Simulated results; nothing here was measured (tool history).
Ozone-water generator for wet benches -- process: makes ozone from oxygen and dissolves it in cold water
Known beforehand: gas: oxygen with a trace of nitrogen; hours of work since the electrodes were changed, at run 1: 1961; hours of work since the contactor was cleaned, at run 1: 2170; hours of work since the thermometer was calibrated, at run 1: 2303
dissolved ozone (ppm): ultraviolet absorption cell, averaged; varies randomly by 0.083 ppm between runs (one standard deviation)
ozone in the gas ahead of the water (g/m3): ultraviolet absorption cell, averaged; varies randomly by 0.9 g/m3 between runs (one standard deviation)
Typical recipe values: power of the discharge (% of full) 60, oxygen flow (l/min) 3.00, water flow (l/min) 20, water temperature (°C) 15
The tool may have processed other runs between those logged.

run,hour,power of the discharge (% of full),oxygen flow (l/min),water flow (l/min),water temperature (°C),hours of work since the electrodes were changed,hours of work since the contactor was cleaned,hours of work since the thermometer was calibrated,dissolved ozone (ppm),ozone in the gas ahead of the water (g/m3)
1,0.0,60,3.00,20,15,1961,2170,2303,13.08,177.9
2,34.0,60,3.00,20,20,1992,2201,2334,12.32,178.6
3,82.5,60,3.00,20,8,2037,2245,2379,13.91,176.6
4,118.0,60,3.00,20,15,2070,2278,2411,13.21,178.5
5,172.9,60,3.00,20,7,2120,2328,2462,14.00,177.7
6,203.4,59,3.00,20,15,2148,2357,2490,13.05,174.0
7,249.3,74,3.00,20,15,2190,2399,2532,15.22,207.0
8,281.1,60,3.00,20,15,2220,2428,2561,13.03,177.9
9,332.2,60,3.00,20,15,2267,2475,2608,13.01,177.2
10,383.8,97,3.00,20,15,2314,2522,2656,18.38,253.4
# hour 387.4: water thermometer calibrated
11,438.7,97,3.00,20,15,2364,2572,47,18.34,250.7
12,471.2,97,4.68,20,20,2394,2602,77,18.66,204.7
13,515.7,97,4.68,20,20,2435,2643,118,18.78,203.6
14,548.3,97,4.68,20,20,2465,2673,148,18.72,202.3
15,605.8,58,3.00,20,19,2518,2726,201,12.08,173.9
16,634.4,69,3.00,20,10,2544,2752,227,15.03,195.0
17,691.9,52,1.73,13,10,2597,2805,280,16.98,205.3

Below are 4 alternative next runs, each starting from the tool's condition after run 17. Predict each:
A,716.2,52,2.30,25,15,2619,2828,302,?,?
B,716.2,52,2.39,18,16,2619,2828,302,?,?
C,716.2,60,3.00,20,15,2619,2828,302,?,?
D,716.2,52,2.01,13,10,2619,2828,302,?,?

run,dissolved ozone (ppm),ozone in the gas ahead of the water (g/m3)
A,8.35,182.0
B,12.38,175.9
C,13.01,177.4
D,17.74,192.4
The same runs, with their run-to-run variation unchanged, on a tool lacking any hidden condition would have given:
run,dissolved ozone (ppm),ozone in the gas ahead of the water (g/m3)
A,8.63,185.2
B,12.78,179.1
C,13.47,181.0
D,18.26,195.8
